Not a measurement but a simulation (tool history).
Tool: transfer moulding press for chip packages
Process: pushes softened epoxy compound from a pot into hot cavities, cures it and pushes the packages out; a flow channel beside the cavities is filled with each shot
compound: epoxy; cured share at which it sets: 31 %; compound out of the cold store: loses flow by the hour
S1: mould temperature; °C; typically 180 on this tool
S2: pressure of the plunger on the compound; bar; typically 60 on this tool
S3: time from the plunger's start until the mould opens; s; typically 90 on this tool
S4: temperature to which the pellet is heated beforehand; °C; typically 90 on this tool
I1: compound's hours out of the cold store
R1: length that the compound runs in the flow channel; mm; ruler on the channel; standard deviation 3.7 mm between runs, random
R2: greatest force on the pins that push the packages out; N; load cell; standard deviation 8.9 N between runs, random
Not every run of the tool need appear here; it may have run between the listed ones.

{"run": 1, "hour": 0.0, "S1": 180, "S2": 60, "S3": 90, "S4": 90, "I1": 10.9, "R1": 689, "R2": 560}
{"hour": 45.7, "done": "cavities cleaned with cleaning compound and waxed"}
{"run": 2, "hour": 80.9, "S1": 180, "S2": 60, "S3": 90, "S4": 90, "I1": 10.5, "R1": 691, "R2": 849}
{"hour": 113.2, "done": "cavities cleaned with cleaning compound and waxed"}
{"hour": 123.3, "done": "mould's thermocouples calibrated"}
{"run": 3, "hour": 123.3, "S1": 182, "S2": 60, "S3": 90, "S4": 90, "I1": 38.2, "R1": 598, "R2": 403}
{"hour": 172.7, "done": "plunger's sealing rings changed"}
{"hour": 182.6, "done": "cavities cleaned with cleaning compound and waxed"}
{"run": 4, "hour": 182.6, "S1": 182, "S2": 60, "S3": 90, "S4": 90, "I1": 38, "R1": 615, "R2": 349}
{"run": 5, "hour": 235.1, "S1": 180, "S2": 60, "S3": 90, "S4": 90, "I1": 40.1, "R1": 609, "R2": 652}
{"hour": 247.6, "done": "cavities cleaned with cleaning compound and waxed"}
{"hour": 256.9, "done": "cavities cleaned with cleaning compound and waxed, once more"}
{"run": 6, "hour": 273.7, "S1": 174, "S2": 60, "S3": 90, "S4": 90, "I1": 18, "R1": 705, "R2": 805}
{"hour": 323.0, "done": "cavities cleaned with cleaning compound and waxed"}
{"run": 7, "hour": 324.5, "S1": 174, "S2": 60, "S3": 90, "S4": 90, "I1": 29, "R1": 661, "R2": 614}
{"hour": 391.7, "done": "cavities cleaned with cleaning compound and waxed"}
{"run": 8, "hour": 406.9, "S1": 177, "S2": 60, "S3": 90, "S4": 90, "I1": 35.3, "R1": 629, "R2": 604}
{"hour": 461.8, "done": "cavities cleaned with cleaning compound and waxed"}
{"run": 9, "hour": 480.3, "S1": 177, "S2": 60, "S3": 90, "S4": 90, "I1": 34, "R1": 621, "R2": 664}
{"hour": 531.3, "done": "cavities cleaned with cleaning compound and waxed"}
{"run": 10, "hour": 531.3, "S1": 180, "S2": 60, "S3": 90, "S4": 90, "I1": 16.3, "R1": 666, "R2": 424}
{"run": 11, "hour": 588.4, "S1": 180, "S2": 60, "S3": 90, "S4": 90, "I1": 12.1, "R1": 681, "R2": 735}
{"hour": 596.4, "done": "plunger's sealing rings changed"}
{"hour": 603.4, "done": "cavities cleaned with cleaning compound and waxed"}
{"run": 12, "hour": 648.1, "S1": 180, "S2": 60, "S3": 90, "S4": 90, "I1": 45.9, "R1": 594, "R2": 638}
{"hour": 670.6, "done": "cavities cleaned with cleaning compound and waxed"}
{"run": 13, "hour": 709.3, "S1": 180, "S2": 71.5, "S3": 90, "S4": 90, "I1": 24.7, "R1": 721, "R2": 645}
{"hour": 739.2, "done": "cavities cleaned with cleaning compound and waxed"}
{"hour": 790.4, "done": "mould's thermocouples calibrated"}
{"run": 14, "hour": 795.0, "S1": 183, "S2": 67, "S3": 83, "S4": 90, "I1": 23.8, "R1": 676, "R2": 667}
{"hour": 809.1, "done": "cavities cleaned with cleaning compound and waxed"}
{"run": 15, "hour": 853.3, "S1": 180, "S2": 60, "S3": 90, "S4": 90, "I1": 39.1, "R1": 603, "R2": 640}
{"hour": 874.2, "done": "cavities cleaned with cleaning compound and waxed"}
{"hour": 940.9, "done": "cavities cleaned with cleaning compound and waxed"}
{"run": 16, "hour": 942.1, "S1": 183, "S2": 60, "S3": 90, "S4": 90, "I1": 36.8, "R1": 598, "R2": 328}
{"hour": 1007.7, "done": "cavities cleaned with cleaning compound and waxed"}
{"run": 17, "hour": 1015.8, "S1": 180, "S2": 59.4, "S3": 71, "S4": 81, "I1": 41, "R1": 592, "R2": 760}
{"hour": 1025.0, "done": "plunger's sealing rings changed"}
{"hour": 1075.1, "done": "cavities cleaned with cleaning compound and waxed"}
{"run": 18, "hour": 1091.0, "S1": 180, "S2": 57.9, "S3": 101, "S4": 90, "I1": 44.1, "R1": 585, "R2": 428}
{"hour": 1141.0, "done": "cavities cleaned with cleaning compound and waxed"}
{"run": 19, "hour": 1164.4, "S1": 180, "S2": 60, "S3": 90, "S4": 80, "I1": 42.7, "R1": 601, "R2": 532}
{"hour": 1208.4, "done": "cavities cleaned with cleaning compound and waxed"}
{"run": 20, "hour": 1211.2, "S1": 181, "S2": 62.3, "S3": 120, "S4": 90, "I1": 36.3, "R1": 626, "R2": 298}
{"hour": 1276.0, "done": "cavities cleaned with cleaning compound and waxed"}
{"run": 21, "hour": 1294.0, "S1": 180, "S2": 53.4, "S3": 79, "S4": 90, "I1": 14.4, "R1": 638, "R2": 715}
{"hour": 1340.8, "done": "cavities cleaned with cleaning compound and waxed"}
{"run": 22, "hour": 1363.8, "S1": 174, "S2": 59.7, "S3": 90, "S4": 90, "I1": 8.4, "R1": 721, "R2": 927}
{"hour": 1406.7, "done": "cavities cleaned with cleaning compound and waxed"}
{"hour": 1450.1, "done": "plunger's sealing rings changed"}
{"run": 23, "hour": 1452.0, "S1": 186, "S2": 64.1, "S3": 104, "S4": 82, "I1": 45.5, "R1": 601, "R2": 457}
{"hour": 1457.8, "done": "mould's thermocouples calibrated"}
{"hour": 1478.8, "done": "cavities cleaned with cleaning compound and waxed"}
{"run": 24, "hour": 1509.1, "S1": 186, "S2": 64.1, "S3": 104, "S4": 82, "I1": 22.7, "R1": 664, "R2": 433}
{"hour": 1548.3, "done": "cavities cleaned with cleaning compound and waxed"}
{"run": 25, "hour": 1554.6, "S1": 179, "S2": 57, "S3": 108, "S4": 90, "I1": 19.9, "R1": 655, "R2": 355}
{"hour": 1614.3, "done": "cavities cleaned with cleaning compound and waxed"}
{"run": 26, "hour": 1638.4, "S1": 180, "S2": 57.3, "S3": 74, "S4": 90, "I1": 27.3, "R1": 628, "R2": 838}

What if the next run were any one of these 3? Each begins from the tool's condition after run 26:
{"run": "A", "hour": 1676.4, "S1": 188, "S2": 56.4, "S3": 113, "S4": 90, "I1": 40.7, "R1": "?", "R2": "?"}
{"run": "B", "hour": 1676.4, "S1": 180, "S2": 60, "S3": 107, "S4": 90, "I1": 28.9, "R1": "?", "R2": "?"}
{"run": "C", "hour": 1676.4, "S1": 179, "S2": 49.8, "S3": 121, "S4": 90, "I1": 19.4, "R1": "?", "R2": "?"}

run=A R1=557 R2=482
run=B R1=635 R2=573
run=C R1=603 R2=512
Without the tool's unlogged condition, the same runs would have read:
run=A R1=572 R2=266
run=B R1=652 R2=313
run=C R1=619 R2=279

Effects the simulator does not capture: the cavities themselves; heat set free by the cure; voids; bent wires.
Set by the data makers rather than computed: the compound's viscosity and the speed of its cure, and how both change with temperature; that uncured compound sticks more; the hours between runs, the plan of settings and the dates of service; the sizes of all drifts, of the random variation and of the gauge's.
